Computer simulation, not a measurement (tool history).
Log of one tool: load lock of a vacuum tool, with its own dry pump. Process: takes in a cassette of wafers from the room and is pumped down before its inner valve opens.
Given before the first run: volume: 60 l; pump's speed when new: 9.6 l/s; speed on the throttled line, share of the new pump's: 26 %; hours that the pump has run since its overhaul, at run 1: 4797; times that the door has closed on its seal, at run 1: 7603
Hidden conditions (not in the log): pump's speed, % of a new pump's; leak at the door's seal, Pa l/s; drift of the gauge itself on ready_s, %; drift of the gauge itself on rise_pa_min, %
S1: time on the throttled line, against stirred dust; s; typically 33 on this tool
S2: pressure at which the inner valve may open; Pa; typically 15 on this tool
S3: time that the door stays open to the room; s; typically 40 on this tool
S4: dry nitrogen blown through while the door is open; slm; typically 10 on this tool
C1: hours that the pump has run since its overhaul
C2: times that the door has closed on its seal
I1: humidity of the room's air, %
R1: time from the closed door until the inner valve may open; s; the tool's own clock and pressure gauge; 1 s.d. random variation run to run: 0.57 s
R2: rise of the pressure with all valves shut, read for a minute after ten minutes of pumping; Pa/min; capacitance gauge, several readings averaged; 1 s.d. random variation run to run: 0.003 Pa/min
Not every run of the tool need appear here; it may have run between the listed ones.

{"run": 1, "hour": 0.0, "S1": 33, "S2": 15, "S3": 40, "S4": 10, "C1": 4797, "C2": 7603, "I1": 43.4, "R1": 82.9, "R2": 0.077}
{"run": 2, "hour": 543.9, "S1": 33, "S2": 15, "S3": 40, "S4": 10, "C1": 5341, "C2": 8739, "I1": 43.9, "R1": 83.3, "R2": 0.087}
{"run": 3, "hour": 863.7, "S1": 33, "S2": 25, "S3": 40, "S4": 10, "C1": 5660, "C2": 9407, "I1": 44.3, "R1": 78.9, "R2": 0.094}
{"run": 4, "hour": 1423.8, "S1": 33, "S2": 15, "S3": 29, "S4": 10, "C1": 6220, "C2": 10577, "I1": 47, "R1": 82.8, "R2": 0.111}
{"run": 5, "hour": 2092.3, "S1": 24, "S2": 15, "S3": 29, "S4": 10, "C1": 6889, "C2": 11973, "I1": 45.2, "R1": 77.7, "R2": 0.122}
{"run": 6, "hour": 2511.1, "S1": 24, "S2": 15, "S3": 29, "S4": 10, "C1": 7308, "C2": 12848, "I1": 48.8, "R1": 77.5, "R2": 0.14}
{"run": 7, "hour": 3114.7, "S1": 33, "S2": 19, "S3": 40, "S4": 10, "C1": 7911, "C2": 14108, "I1": 41.9, "R1": 82.1, "R2": 0.165}
{"run": 8, "hour": 3428.3, "S1": 33, "S2": 19, "S3": 40, "S4": 10, "C1": 8225, "C2": 14763, "I1": 43.6, "R1": 84, "R2": 0.165}
{"run": 9, "hour": 4007.7, "S1": 33, "S2": 19, "S3": 40, "S4": 10, "C1": 8804, "C2": 15973, "I1": 42.2, "R1": 83.3, "R2": 0.194}
{"run": 10, "hour": 4461.8, "S1": 33, "S2": 19, "S3": 40, "S4": 10, "C1": 9258, "C2": 16922, "I1": 46.9, "R1": 83, "R2": 0.203}
{"run": 11, "hour": 4916.4, "S1": 33, "S2": 15, "S3": 119, "S4": 10, "C1": 9713, "C2": 17871, "I1": 43.9, "R1": 85.7, "R2": 0.238}
{"run": 12, "hour": 5308.4, "S1": 33, "S2": 15, "S3": 40, "S4": 10, "C1": 10105, "C2": 18690, "I1": 43.3, "R1": 85.3, "R2": 0.23}
{"run": 13, "hour": 5633.7, "S1": 20, "S2": 15, "S3": 40, "S4": 10, "C1": 10430, "C2": 19369, "I1": 44.8, "R1": 77.6, "R2": 0.253}
{"run": 14, "hour": 5934.6, "S1": 20, "S2": 15, "S3": 119, "S4": 10, "C1": 10731, "C2": 19997, "I1": 44.2, "R1": 78, "R2": 0.27}
{"run": 15, "hour": 6424.5, "S1": 20, "S2": 15, "S3": 119, "S4": 10, "C1": 11221, "C2": 21021, "I1": 44.6, "R1": 76.8, "R2": 0.293}
{"run": 16, "hour": 6825.9, "S1": 20, "S2": 15, "S3": 119, "S4": 10, "C1": 11623, "C2": 21859, "I1": 43.6, "R1": 77.9, "R2": 0.315}
{"run": 17, "hour": 7321.1, "S1": 20, "S2": 18, "S3": 119, "S4": 10, "C1": 12118, "C2": 22893, "I1": 44.7, "R1": 77, "R2": 0.34}
{"hour": 7774.5, "done": "door's seal changed, seat wiped"}
{"run": 18, "hour": 7925.3, "S1": 31, "S2": 15, "S3": 40, "S4": 10, "C1": 12720, "C2": 315, "I1": 47.3, "R1": 85, "R2": 0.027}
{"run": 19, "hour": 8485.2, "S1": 61, "S2": 25, "S3": 238, "S4": 5, "C1": 13280, "C2": 1484, "I1": 42, "R1": 103.9, "R2": 0.051}
{"run": 20, "hour": 8874.8, "S1": 29, "S2": 15, "S3": 212, "S4": 10, "C1": 13670, "C2": 2298, "I1": 44.7, "R1": 85.6, "R2": 0.053}
{"run": 21, "hour": 9252.0, "S1": 29, "S2": 15, "S3": 212, "S4": 10, "C1": 14047, "C2": 3086, "I1": 44.7, "R1": 85.1, "R2": 0.053}
{"run": 22, "hour": 9934.3, "S1": 45, "S2": 12, "S3": 68, "S4": 10, "C1": 14729, "C2": 4510, "I1": 43.3, "R1": 98.1, "R2": 0.05}
{"run": 23, "hour": 10357.4, "S1": 45, "S2": 12, "S3": 68, "S4": 10, "C1": 15153, "C2": 5394, "I1": 44.5, "R1": 99, "R2": 0.054}
{"run": 24, "hour": 10995.7, "S1": 33, "S2": 14, "S3": 40, "S4": 39, "C1": 15791, "C2": 6727, "I1": 43.9, "R1": 90.6, "R2": 0.058}
{"run": 25, "hour": 11454.9, "S1": 58, "S2": 14, "S3": 40, "S4": 39, "C1": 16250, "C2": 7686, "I1": 44.6, "R1": 105.7, "R2": 0.064}
{"run": 26, "hour": 11910.2, "S1": 33, "S2": 15, "S3": 40, "S4": 18, "C1": 16705, "C2": 8637, "I1": 41.2, "R1": 89.7, "R2": 0.079}
{"run": 27, "hour": 12299.0, "S1": 33, "S2": 24, "S3": 40, "S4": 10, "C1": 17094, "C2": 9449, "I1": 47.6, "R1": 85.9, "R2": 0.096}
{"run": 28, "hour": 12682.9, "S1": 33, "S2": 24, "S3": 40, "S4": 10, "C1": 17478, "C2": 10251, "I1": 45, "R1": 87.5, "R2": 0.101}
{"run": 29, "hour": 13126.6, "S1": 25, "S2": 24, "S3": 40, "S4": 13, "C1": 17922, "C2": 11177, "I1": 43.2, "R1": 81.7, "R2": 0.109}
{"run": 30, "hour": 13636.8, "S1": 25, "S2": 24, "S3": 40, "S4": 13, "C1": 18432, "C2": 12243, "I1": 42.2, "R1": 81.3, "R2": 0.129}
{"hour": 14129.5, "done": "dry pump taken out, an overhauled one fitted"}
{"run": 31, "hour": 14288.9, "S1": 33, "S2": 25, "S3": 39, "S4": 10, "C1": 159, "C2": 13593, "I1": 44.9, "R1": 76.8, "R2": 0.151}
{"run": 32, "hour": 14690.5, "S1": 33, "S2": 15, "S3": 32, "S4": 10, "C1": 561, "C2": 14431, "I1": 42.4, "R1": 80, "R2": 0.157}
{"run": 33, "hour": 14989.2, "S1": 17, "S2": 13, "S3": 32, "S4": 11, "C1": 860, "C2": 15055, "I1": 45.5, "R1": 68.8, "R2": 0.169}
{"run": 34, "hour": 15546.7, "S1": 17, "S2": 13, "S3": 32, "S4": 11, "C1": 1417, "C2": 16219, "I1": 46.5, "R1": 69, "R2": 0.194}
{"run": 35, "hour": 16170.5, "S1": 32, "S2": 11, "S3": 64, "S4": 7, "C1": 2041, "C2": 17522, "I1": 46.7, "R1": 82.4, "R2": 0.223}
{"run": 36, "hour": 16564.5, "S1": 35, "S2": 11, "S3": 98, "S4": 7, "C1": 2435, "C2": 18345, "I1": 43, "R1": 84.1, "R2": 0.237}

The logged runs with the hidden state left out (each run's random variation unchanged):
run=1 R1=80.1 R2=0.022
run=2 R1=80.2 R2=0.02
run=3 R1=75.9 R2=0.02
run=4 R1=79.2 R2=0.02
run=5 R1=73.7 R2=0.015
run=6 R1=73.2 R2=0.021
run=7 R1=77.7 R2=0.024
run=8 R1=79.4 R2=0.017
run=9 R1=78.4 R2=0.023
run=10 R1=77.9 R2=0.019
run=11 R1=80.3 R2=0.039
run=12 R1=79.7 R2=0.018
run=13 R1=71.2 R2=0.022
run=14 R1=71.4 R2=0.028
run=15 R1=69.9 R2=0.031
run=16 R1=70.8 R2=0.028
run=17 R1=69.9 R2=0.031
run=18 R1=77.8 R2=0.024
run=19 R1=98.1 R2=0.044
run=20 R1=77.7 R2=0.041
run=21 R1=77.1 R2=0.036
run=22 R1=90.1 R2=0.023
run=23 R1=90.7 R2=0.021
run=24 R1=81.4 R2=0.013
run=25 R1=97.8 R2=0.011
run=26 R1=80.1 R2=0.016
run=27 R1=76.7 R2=0.024
run=28 R1=78 R2=0.02
run=29 R1=71.6 R2=0.017
run=30 R1=70.9 R2=0.021
run=31 R1=77.2 R2=0.023
run=32 R1=80.3 R2=0.016
run=33 R1=68.9 R2=0.018
run=34 R1=68.8 R2=0.02
run=35 R1=81.9 R2=0.026
run=36 R1=83.5 R2=0.026

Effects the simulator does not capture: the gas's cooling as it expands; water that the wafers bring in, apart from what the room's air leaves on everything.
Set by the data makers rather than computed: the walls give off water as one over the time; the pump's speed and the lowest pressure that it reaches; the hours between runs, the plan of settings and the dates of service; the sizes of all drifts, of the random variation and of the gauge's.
